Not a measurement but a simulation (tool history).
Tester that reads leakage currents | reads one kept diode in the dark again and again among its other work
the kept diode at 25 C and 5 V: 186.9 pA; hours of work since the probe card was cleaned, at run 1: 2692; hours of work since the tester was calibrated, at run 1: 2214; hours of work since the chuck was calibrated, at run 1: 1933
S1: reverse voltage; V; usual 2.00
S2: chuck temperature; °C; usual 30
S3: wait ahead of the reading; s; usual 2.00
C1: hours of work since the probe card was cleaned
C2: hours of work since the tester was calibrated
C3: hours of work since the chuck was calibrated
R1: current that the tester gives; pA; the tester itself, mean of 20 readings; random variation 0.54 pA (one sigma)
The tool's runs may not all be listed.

Run 1, day 0.000: usual settings; C1 2692; C2 2214; C3 1933. Result: R1 196.63 pA.
Run 2, day 9.525: usual settings; C1 2848; C2 2370; C3 2088. Result: R1 197.72 pA.
Run 3, day 16.167: usual settings; C1 2957; C2 2478; C3 2197. Result: R1 200.22 pA.
Run 4, day 25.171: usual settings but S2 47 °C; C1 3104; C2 2625; C3 2344. Result: R1 653.46 pA.
At day 28.096: chuck's temperature calibrated.
Run 5, day 34.175: usual settings but S2 47 °C; C1 3250; C2 2771; C3 99. Result: R1 606.41 pA.
Run 6, day 44.392: usual settings; C1 3417; C2 2938; C3 266. Result: R1 189.05 pA.
Run 7, day 55.404: usual settings; C1 3597; C2 3118; C3 446. Result: R1 190.44 pA.
Run 8, day 63.821: usual settings; C1 3734; C2 3256; C3 584. Result: R1 192.41 pA.
Run 9, day 73.112: usual settings but S3 1.04 s; C1 3886; C2 3408; C3 736. Result: R1 193.66 pA.
At day 74.217: probe card cleaned and baked.
Run 10, day 85.325: usual settings but S3 1.04 s; C1 182; C2 3605; C3 933. Result: R1 198.43 pA.
Run 11, day 92.367: usual settings but S3 1.04 s; C1 297; C2 3720; C3 1048. Result: R1 199.46 pA.
Run 12, day 99.817: usual settings but S1 3.20 V, S2 57 °C, S3 1.51 s; C1 418; C2 3842; C3 1170. Result: R1 1518.04 pA.
Run 13, day 110.238: usual settings but S1 8.50 V, S2 57 °C, S3 2.73 s; C1 589; C2 4012; C3 1340. Result: R1 2414.76 pA.
Run 14, day 122.238: usual settings but S2 41 °C, S3 9.04 s; C1 785; C2 4208; C3 1537. Result: R1 439.46 pA.
At day 129.629: probe card cleaned and baked, once more.
Run 15, day 131.250: usual settings but S2 43 °C, S3 9.04 s; C1 27; C2 4354; C3 1682. Result: R1 496.24 pA.
Run 16, day 137.038: usual settings but S1 2.14 V, S3 2.19 s; C1 121; C2 4448; C3 1776. Result: R1 206.77 pA.
At day 137.925: tester calibrated.
Run 17, day 142.188: usual settings but S1 1.87 V, S2 47 °C, S3 0.82 s; C1 204; C2 70; C3 1859. Result: R1 627.68 pA.
Run 18, day 148.450: usual settings but S1 1.87 V, S2 47 °C, S3 0.82 s; C1 306; C2 172; C3 1962. Result: R1 632.92 pA.
Run 19, day 158.967: usual settings but S1 16.89 V, S2 29 °C, S3 3.54 s; C1 478; C2 344; C3 2133. Result: R1 508.78 pA.

Forecast run 20:
Run 20, day 171.358: usual settings but S1 16.89 V, S2 29 °C, S3 3.54 s; C1 681; C2 546; C3 2336. Result: R1 ?.

R1: 514.50 pA
Without the tool's hidden state the same run would have given R1 444.62 pA.
